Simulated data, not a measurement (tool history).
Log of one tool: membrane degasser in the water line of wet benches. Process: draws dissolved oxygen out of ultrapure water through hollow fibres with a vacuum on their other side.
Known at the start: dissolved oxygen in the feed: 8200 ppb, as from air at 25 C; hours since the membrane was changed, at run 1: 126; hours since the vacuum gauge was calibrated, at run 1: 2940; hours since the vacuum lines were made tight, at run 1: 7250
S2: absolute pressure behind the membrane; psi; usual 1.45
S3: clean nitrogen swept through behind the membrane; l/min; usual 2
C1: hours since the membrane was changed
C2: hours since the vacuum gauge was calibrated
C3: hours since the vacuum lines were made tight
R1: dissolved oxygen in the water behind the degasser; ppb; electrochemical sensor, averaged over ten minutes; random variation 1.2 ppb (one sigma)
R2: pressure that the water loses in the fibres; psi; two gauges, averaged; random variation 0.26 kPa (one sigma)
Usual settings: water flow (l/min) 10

run 1 hour=0 | water_flow_(l/min)=10 S2=1.45 S3=2 | C1=126 C2=2940 C3=7250 | R1=122.3 R2=10.038
run 2 hour=24.8 | water_flow_(l/min)=10 S2=1.45 S3=2 | C1=151 C2=2965 C3=7275 | R1=123.9 R2=10.071
run 3 hour=65.8 | water_flow_(l/min)=10 S2=1.45 S3=2 | C1=192 C2=3006 C3=7316 | R1=123.7 R2=10.095
run 4 hour=88.5 | water_flow_(l/min)=10 S2=1.45 S3=2 | C1=214 C2=3029 C3=7338 | R1=123.3 R2=10.131
run 5 hour=119.1 | water_flow_(l/min)=10 S2=1.45 S3=2 | C1=245 C2=3059 C3=7369 | R1=121.7 R2=10.077
run 6 hour=149.4 | water_flow_(l/min)=10 S2=1.45 S3=2 | C1=275 C2=3090 C3=7399 | R1=122.7 R2=10.042
run 7 hour=169.3 | water_flow_(l/min)=8 S2=1.45 S3=2 | C1=295 C2=3110 C3=7419 | R1=93.9 R2=8.063
run 8 hour=210.3 | water_flow_(l/min)=10 S2=1.45 S3=2 | C1=336 C2=3151 C3=7460 | R1=122.9 R2=10.148
run 9 hour=250.1 | water_flow_(l/min)=10 S2=1.45 S3=2 | C1=376 C2=3190 C3=7500 | R1=121.6 R2=10.071
run 10 hour=285.1 | water_flow_(l/min)=7 S2=2.64 S3=2 | C1=411 C2=3225 C3=7535 | R1=153.9 R2=7.084
run 11 hour=308.8 | water_flow_(l/min)=7 S2=2.64 S3=2 | C1=435 C2=3249 C3=7559 | R1=154.5 R2=7.01
run 12 hour=344.9 | water_flow_(l/min)=7 S2=2.64 S3=2 | C1=471 C2=3285 C3=7595 | R1=153.2 R2=7.052
run 13 hour=373.2 | water_flow_(l/min)=9 S2=1.45 S3=2 | C1=499 C2=3313 C3=7623 | R1=108 R2=9.116
run 14 hour=414.8 | water_flow_(l/min)=8 S2=2.1 S3=4.27 | C1=541 C2=3355 C3=7665 | R1=76.7 R2=8.055
run 15 hour=437.7 | water_flow_(l/min)=8 S2=2.84 S3=5.97 | C1=564 C2=3378 C3=7688 | R1=81.1 R2=8.061
-- hour=463.2 vacuum gauge calibrated
run 16 hour=473.6 | water_flow_(l/min)=8 S2=2.84 S3=2.76 | C1=599 C2=10 C3=7723 | R1=146 R2=8.102
run 17 hour=510.1 | water_flow_(l/min)=8 S2=2.84 S3=2.76 | C1=636 C2=47 C3=7759 | R1=144.5 R2=8.096

5 ways to go on from here, each from the tool as it stands after run 17. What would each give?
run A hour=532.4 | water_flow_(l/min)=8 S2=2.84 S3=0.9 | C1=658 C2=69 C3=7782 | R1=? R2=?
run B hour=532.4 | water_flow_(l/min)=16 S2=0.97 S3=2 | C1=658 C2=69 C3=7782 | R1=? R2=?
run C hour=532.4 | water_flow_(l/min)=9 S2=1.65 S3=3.75 | C1=658 C2=69 C3=7782 | R1=? R2=?
run D hour=532.4 | water_flow_(l/min)=8 S2=1.41 S3=2.76 | C1=658 C2=69 C3=7782 | R1=? R2=?
run E hour=532.4 | water_flow_(l/min)=10 S2=1.09 S3=2 | C1=658 C2=69 C3=7782 | R1=? R2=?

run=A R1=376.3 R2=8.051
run=B R1=156.8 R2=16.188
run=C R1=81.4 R2=9.018
run=D R1=73.9 R2=8.102
run=E R1=92.2 R2=10.058
Without the tool's hidden state the same runs would have given:
run=A R1=357.9 R2=8.019
run=B R1=152.6 R2=16.124
run=C R1=77.8 R2=8.982
run=D R1=70.1 R2=8.07
run=E R1=88.4 R2=10.019

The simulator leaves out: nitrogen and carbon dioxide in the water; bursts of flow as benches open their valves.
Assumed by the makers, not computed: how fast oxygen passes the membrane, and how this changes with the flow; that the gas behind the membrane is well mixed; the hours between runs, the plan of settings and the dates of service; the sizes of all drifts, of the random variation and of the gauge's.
